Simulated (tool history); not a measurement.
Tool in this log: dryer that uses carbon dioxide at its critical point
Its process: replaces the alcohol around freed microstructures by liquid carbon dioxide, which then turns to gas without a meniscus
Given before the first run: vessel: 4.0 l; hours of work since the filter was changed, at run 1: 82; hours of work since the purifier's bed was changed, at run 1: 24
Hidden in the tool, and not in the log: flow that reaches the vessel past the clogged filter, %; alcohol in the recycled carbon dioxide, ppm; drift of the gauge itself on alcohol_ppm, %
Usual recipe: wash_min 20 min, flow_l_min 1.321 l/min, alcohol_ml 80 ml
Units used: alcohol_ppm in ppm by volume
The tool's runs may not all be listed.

run   hour  wash_min  flow_l_min  alcohol_ml  hours of work since the filter was changed  hours of work since the purifier's bed was changed  alcohol_ppm
  1    0.0        20       1.321          80                                          82                                                  24          188
  2   27.3        20       1.321          80                                          91                                                  34          191
  3   56.8        20       1.321          35                                         101                                                  44          102
  4   80.0        20       1.321          35                                         109                                                  52          101
  5  106.5        20       1.321         112                                         118                                                  61          301
  6  125.5        20       1.321         112                                         125                                                  67          310
  7  140.0        20       1.321         112                                         130                                                  72          297
  8  155.6        20       1.321          47                                         135                                                  78          145
  9  186.4        20       1.321          80                                         146                                                  88          251
 10  211.2        20       1.321          80                                         154                                                  97          256
 11  232.4        26       1.321          80                                         162                                                 104           96
 12  251.3        26       1.930          80                                         168                                                 111           50
 13  270.6        26       1.930          80                                         175                                                 117           44
 14  299.2        26       1.930          80                                         185                                                 127           37
 15  319.5        19       1.170          30                                         191                                                 134          238
 16  342.1        13       1.390          53                                         199                                                 142          715
 17  355.6        12       1.660          80                                         204                                                 146          810

What would each run have given without the hidden state, its run-to-run variation left as it was?
run  alcohol_ppm
  1          132
  2          129
  3           62
  4           55
  5          186
  6          183
  7          171
  8           72
  9          135
 10          130
 11           30
 12            8
 13            1
 14            0
 15          110
 16          416
 17          450
